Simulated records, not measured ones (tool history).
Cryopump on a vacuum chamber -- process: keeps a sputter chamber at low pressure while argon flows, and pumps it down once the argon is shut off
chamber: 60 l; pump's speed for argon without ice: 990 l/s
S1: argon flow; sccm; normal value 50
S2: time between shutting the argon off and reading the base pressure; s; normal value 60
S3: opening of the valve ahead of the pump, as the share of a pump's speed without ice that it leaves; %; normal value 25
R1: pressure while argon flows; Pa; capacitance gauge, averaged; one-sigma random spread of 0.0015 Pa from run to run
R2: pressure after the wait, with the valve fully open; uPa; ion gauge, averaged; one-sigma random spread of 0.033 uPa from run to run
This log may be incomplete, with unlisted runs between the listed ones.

Run 1, hour 0: usual settings. Result: R1 0.343 Pa, R2 1.84 uPa.
Run 2, hour 37.2: usual settings. Result: R1 0.3436 Pa, R2 1.89 uPa.
Run 3, hour 60.9: usual settings but S2 51 s. Result: R1 0.3448 Pa, R2 2.22 uPa.
Run 4, hour 102.5: usual settings but S2 51 s. Result: R1 0.3441 Pa, R2 2.35 uPa.
Run 5, hour 138: usual settings but S2 214 s. Result: R1 0.3464 Pa, R2 1.09 uPa.
Run 6, hour 160.4: usual settings but S3 54 %. Result: R1 0.1637 Pa, R2 2.18 uPa.
Run 7, hour 196.4: usual settings but S1 56 sccm. Result: R1 0.3911 Pa, R2 2.26 uPa.
Run 8, hour 227.7: usual settings but S1 56 sccm. Result: R1 0.3916 Pa, R2 2.36 uPa.
Run 9, hour 248.4: usual settings. Result: R1 0.3474 Pa, R2 2.41 uPa.
Run 10, hour 294.7: usual settings. Result: R1 0.3546 Pa, R2 2.54 uPa.
Run 11, hour 327.7: usual settings. Result: R1 0.3537 Pa, R2 2.6 uPa.
Run 12, hour 349.9: usual settings. Result: R1 0.3519 Pa, R2 2.65 uPa.
Run 13, hour 377.9: usual settings. Result: R1 0.3534 Pa, R2 2.76 uPa.
Run 14, hour 424.1: usual settings but S1 27 sccm. Result: R1 0.1919 Pa, R2 2.88 uPa.
Run 15, hour 446.9: usual settings but S3 41 %. Result: R1 0.2232 Pa, R2 3.01 uPa.
Run 16, hour 481.4: usual settings. Result: R1 0.3556 Pa, R2 3.08 uPa.
Run 17, hour 516.4: usual settings but S2 113 s. Result: R1 0.3586 Pa, R2 2.51 uPa.
Run 18, hour 565.9: usual settings but S2 113 s. Result: R1 0.3595 Pa, R2 2.66 uPa.
At hour 597.1: pump warmed up, emptied and cooled again.
Run 19, hour 609.7: usual settings but S2 113 s. Result: R1 0.3442 Pa, R2 2.44 uPa.
Run 20, hour 649.6: usual settings but S2 113 s. Result: R1 0.3428 Pa, R2 2.58 uPa.
Run 21, hour 696.7: usual settings but S1 27 sccm, S2 45 s, S3 31 %. Result: R1 0.1507 Pa, R2 3.83 uPa.
Run 22, hour 746.8: usual settings but S1 94 sccm, S2 45 s, S3 35 %. Result: R1 0.4702 Pa, R2 4.08 uPa.
Run 23, hour 781.6: usual settings but S1 44 sccm, S2 45 s, S3 19 %. Result: R1 0.3995 Pa, R2 4 uPa.
Run 24, hour 809.7: usual settings but S1 44 sccm, S2 45 s, S3 19 %. Result: R1 0.4026 Pa, R2 4.22 uPa.
Run 25, hour 837.7: usual settings but S1 54 sccm, S2 146 s. Result: R1 0.3811 Pa, R2 2.9 uPa.
Run 26, hour 888.1: usual settings but S1 54 sccm, S2 146 s. Result: R1 0.3788 Pa, R2 3.14 uPa.
Run 27, hour 916.5: usual settings but S1 54 sccm, S2 146 s, S3 21 %. Result: R1 0.4516 Pa, R2 3.3 uPa.
Run 28, hour 940.3: usual settings but S1 54 sccm, S2 146 s, S3 15 %. Result: R1 0.6239 Pa, R2 3.2 uPa.
Run 29, hour 984.3: usual settings but S1 93 sccm, S2 24 s. Result: R1 0.6562 Pa, R2 6.37 uPa.
Run 30, hour 1028.4: usual settings but S1 31 sccm, S2 42 s, S3 30 %. Result: R1 0.184 Pa, R2 5.12 uPa.
Run 31, hour 1068.4: usual settings but S2 39 s, S3 59 %. Result: R1 0.1604 Pa, R2 5.49 uPa.
Run 32, hour 1097.3: usual settings but S1 41 sccm, S2 298 s. Result: R1 0.2928 Pa, R2 3.54 uPa.
Run 33, hour 1125.7: usual settings but S1 72 sccm, S2 35 s, S3 22 %. Result: R1 0.5799 Pa, R2 5.71 uPa.
Run 34, hour 1166.2: usual settings but S2 21 s, S3 42 %. Result: R1 0.2208 Pa, R2 7.74 uPa.

Some steps in R1 between neighbouring runs. How much of each would the tool show without its hidden state too (settings, what came in, random variation), and how much is left for the hidden state, with any gauge scatter that isn't in both results?
Hidden state at play: pump's speed, % of a pump's without ice; cold plate's temperature, K; leak into the chamber, uPa l/s; drift of the gauge itself on working_pa, %; drift of the gauge itself on base_upa, %.
Run 18 -> 19: pump warmed up, emptied and cooled again. R1 -0.0153 Pa: hidden state -0.0162, all else +0.0009.
Run 21 -> 22: S1 27 -> 94, S3 31 -> 35. R1 +0.3195 Pa: hidden state +0.0086, all else +0.3109.
Run 28 -> 29: S1 54 -> 93, S2 146 -> 24, S3 15 -> 25. R1 +0.0323 Pa: hidden state +0.0115, all else +0.0208.
Run 29 -> 30: S1 93 -> 31, S2 24 -> 42, S3 25 -> 30. R1 -0.4722 Pa: hidden state -0.0152, all else -0.457.
Run 33 -> 34: S1 72 -> 50, S2 35 -> 21, S3 22 -> 42. R1 -0.3591 Pa: hidden state -0.0061, all else -0.353.

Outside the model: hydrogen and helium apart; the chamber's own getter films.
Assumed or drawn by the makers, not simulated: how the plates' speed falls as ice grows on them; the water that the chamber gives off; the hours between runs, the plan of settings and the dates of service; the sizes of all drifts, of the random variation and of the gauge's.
